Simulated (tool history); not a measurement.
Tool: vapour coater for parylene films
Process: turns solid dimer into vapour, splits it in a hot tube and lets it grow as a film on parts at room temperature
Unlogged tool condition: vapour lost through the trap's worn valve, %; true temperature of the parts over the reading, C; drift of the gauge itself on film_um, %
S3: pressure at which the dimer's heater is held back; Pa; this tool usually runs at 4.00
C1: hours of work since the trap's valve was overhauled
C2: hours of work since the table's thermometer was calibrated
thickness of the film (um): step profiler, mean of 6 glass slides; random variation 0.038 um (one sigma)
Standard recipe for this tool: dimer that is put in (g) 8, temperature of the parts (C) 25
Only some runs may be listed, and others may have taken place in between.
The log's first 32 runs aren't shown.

Run 33, hour 1688.2: usual settings but temperature of the parts (C) 34, S3 3.82 Pa; C1 85; C2 154. Result: thickness of the film (um) 3.00.
Run 34, hour 1733.1: usual settings but temperature of the parts (C) 27, S3 4.75 Pa; C1 116; C2 185. Result: thickness of the film (um) 3.70.
Run 35, hour 1783.0: usual settings but dimer that is put in (g) 5, temperature of the parts (C) 31; C1 151; C2 219. Result: thickness of the film (um) 1.99.
Run 36, hour 1836.4: usual settings but dimer that is put in (g) 11, temperature of the parts (C) 23, S3 4.30 Pa; C1 188; C2 257. Result: thickness of the film (um) 5.57.
At hour 1877.1: trap's valve overhauled.
Run 37, hour 1893.0: usual settings but dimer that is put in (g) 6, temperature of the parts (C) 34, S3 8.41 Pa; C1 11; C2 293. Result: thickness of the film (um) 2.18.
Run 38, hour 1924.6: usual settings but temperature of the parts (C) 22; C1 33; C2 315. Result: thickness of the film (um) 4.38.
Run 39, hour 1993.2: usual settings but temperature of the parts (C) 22; C1 81; C2 363. Result: thickness of the film (um) 4.34.
Run 40, hour 2026.3: usual settings but temperature of the parts (C) 22; C1 104; C2 386. Result: thickness of the film (um) 4.22.

Predict each of these 4 candidate next runs independently; none follows another, all start after run 40:
Run A, hour 2079.7: usual settings but temperature of the parts (C) 19, S3 5.88 Pa; C1 141; C2 423. Result: thickness of the film (um) ?.
Run B, hour 2079.7: usual settings but dimer that is put in (g) 3, temperature of the parts (C) 26, S3 11.55 Pa; C1 141; C2 423. Result: thickness of the film (um) ?.
Run C, hour 2079.7: usual settings but dimer that is put in (g) 7, temperature of the parts (C) 34, S3 2.95 Pa; C1 141; C2 423. Result: thickness of the film (um) ?.
Run D, hour 2079.7: usual settings but temperature of the parts (C) 23, S3 5.60 Pa; C1 141; C2 423. Result: thickness of the film (um) ?.

run  thickness of the film (um)
  A                        4.56
  B                        1.32
  C                        2.62
  D                        4.05
Had the tool no hidden state, the same runs would have come out as:
run  thickness of the film (um)
  A                        4.87
  B                        1.40
  C                        2.79
  D                        4.32
